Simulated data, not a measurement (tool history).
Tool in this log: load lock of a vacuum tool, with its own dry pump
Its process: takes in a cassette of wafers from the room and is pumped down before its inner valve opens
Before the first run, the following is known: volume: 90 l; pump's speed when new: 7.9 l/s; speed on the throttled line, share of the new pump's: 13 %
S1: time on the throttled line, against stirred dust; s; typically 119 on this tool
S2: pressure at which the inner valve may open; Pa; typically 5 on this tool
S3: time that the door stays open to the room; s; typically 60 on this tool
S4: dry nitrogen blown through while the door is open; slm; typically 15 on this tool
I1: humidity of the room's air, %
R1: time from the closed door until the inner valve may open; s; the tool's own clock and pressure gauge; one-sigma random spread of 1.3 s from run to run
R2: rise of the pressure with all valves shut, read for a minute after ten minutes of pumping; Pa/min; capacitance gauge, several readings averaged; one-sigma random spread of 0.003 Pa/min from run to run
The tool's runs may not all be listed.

| run | hour | S1 | S2 | S3 | S4 | I1 | R1 | R2 |
|---|---|---|---|---|---|---|---|---|
| 1 | 0 | 119 | 5 | 60 | 15 | 47.1 | 217.8 | 0.01 |
| 2 | 147.5 | 119 | 5 | 60 | 15 | 44.6 | 217.6 | 0.01 |
| 3 | 450.5 | 119 | 5 | 60 | 15 | 44 | 218.3 | 0.02 |
| 4 | 654.5 | 119 | 5 | 60 | 15 | 40.9 | 216.9 | 0.018 |
| 5 | 884.5 | 119 | 5 | 60 | 15 | 45 | 219.5 | 0.012 |
| 6 | 1109.1 | 119 | 5 | 60 | 15 | 45.4 | 216.6 | 0.01 |
| 7 | 1269.4 | 119 | 5 | 60 | 15 | 41.4 | 216.4 | 0.01 |
| 8 | 1450.7 | 119 | 5 | 60 | 15 | 42.1 | 222.1 | 0.016 |
| 9 | 1678.1 | 119 | 5 | 60 | 15 | 44.8 | 215.7 | 0.015 |
| 10 | 1870.7 | 119 | 5 | 60 | 11 | 43 | 221.2 | 0.022 |
| 11 | 2033.9 | 119 | 5 | 60 | 15 | 44.9 | 219.7 | 0.015 |
| 12 | 2302.8 | 119 | 5 | 60 | 15 | 48 | 216.8 | 0.022 |
| 13 | 2519.9 | 119 | 5 | 64 | 15 | 42.5 | 216.3 | 0.016 |
| 14 | 2709.7 | 119 | 5 | 60 | 19 | 43.7 | 219.1 | 0.014 |
| 15 | 2837.3 | 119 | 6 | 60 | 15 | 45.6 | 214.9 | 0.017 |
| 16 | 3094.4 | 83 | 5 | 60 | 15 | 42.7 | 186.7 | 0.012 |
| 17 | 3345.8 | 83 | 5 | 60 | 15 | 46 | 186.2 | 0.013 |
| 18 | 3567.8 | 83 | 5 | 60 | 15 | 43 | 185.7 | 0.017 |
| 19 | 3777.3 | 128 | 5 | 60 | 15 | 44.2 | 226.9 | 0.015 |
| 20 | 4005.5 | 78 | 5 | 42 | 42 | 47.5 | 182.3 | 0.008 |
| 21 | 4289.1 | 119 | 5 | 89 | 15 | 44.8 | 215.8 | 0.013 |
| 22 | 4416.5 | 139 | 5 | 89 | 11 | 44.2 | 234 | 0.022 |
| 23 | 4596.5 | 138 | 5 | 89 | 11 | 45.6 | 232.1 | 0.017 |
| 24 | 4813.4 | 168 | 9 | 65 | 27 | 44.3 | 254 | 0.012 |
| 25 | 5006.5 | 128 | 5 | 41 | 15 | 44.2 | 223.8 | 0.009 |
| 26 | 5151.7 | 128 | 5 | 41 | 15 | 46.1 | 226.4 | 0.014 |
| 27 | 5396.2 | 128 | 5 | 41 | 15 | 43.1 | 225.5 | 0.012 |
| 28 | 5557.1 | 128 | 5 | 41 | 15 | 43.3 | 225.4 | 0.01 |
| 29 | 5772.4 | 128 | 5 | 41 | 6 | 42.5 | 226.4 | 0.017 |
| 30 | 6050.1 | 233 | 8 | 60 | 37 | 43.9 | 309.6 | 0.007 |
| 31 | 6212.7 | 155 | 5 | 60 | 15 | 47.4 | 247.6 | 0.017 |
| 32 | 6443.4 | 155 | 5 | 60 | 15 | 45.2 | 252.3 | 0.014 |
| 33 | 6665.6 | 130 | 6 | 60 | 7 | 44.8 | 227.5 | 0.016 |
| 34 | 6929.8 | 147 | 8 | 193 | 15 | 44.3 | 235.9 | 0.031 |
| 35 | 7215.3 | 147 | 8 | 193 | 15 | 46.5 | 237.9 | 0.032 |
| 36 | 7387.8 | 119 | 7 | 60 | 4 | 48 | 211.8 | 0.023 |
| 37 | 7597.7 | 119 | 7 | 37 | 4 | 44.5 | 212.8 | 0.018 |

The log once held 1 entry between its listed runs, left out of this copy. Where does each go, and what is different about the tool's unlogged condition between the listed run before it and the listed run after it?
Runs 16 to 17: door's seal changed, seat wiped (hour 3335.6)
  leak at the door's seal, Pa l/s: 0.0045 -> 0.002

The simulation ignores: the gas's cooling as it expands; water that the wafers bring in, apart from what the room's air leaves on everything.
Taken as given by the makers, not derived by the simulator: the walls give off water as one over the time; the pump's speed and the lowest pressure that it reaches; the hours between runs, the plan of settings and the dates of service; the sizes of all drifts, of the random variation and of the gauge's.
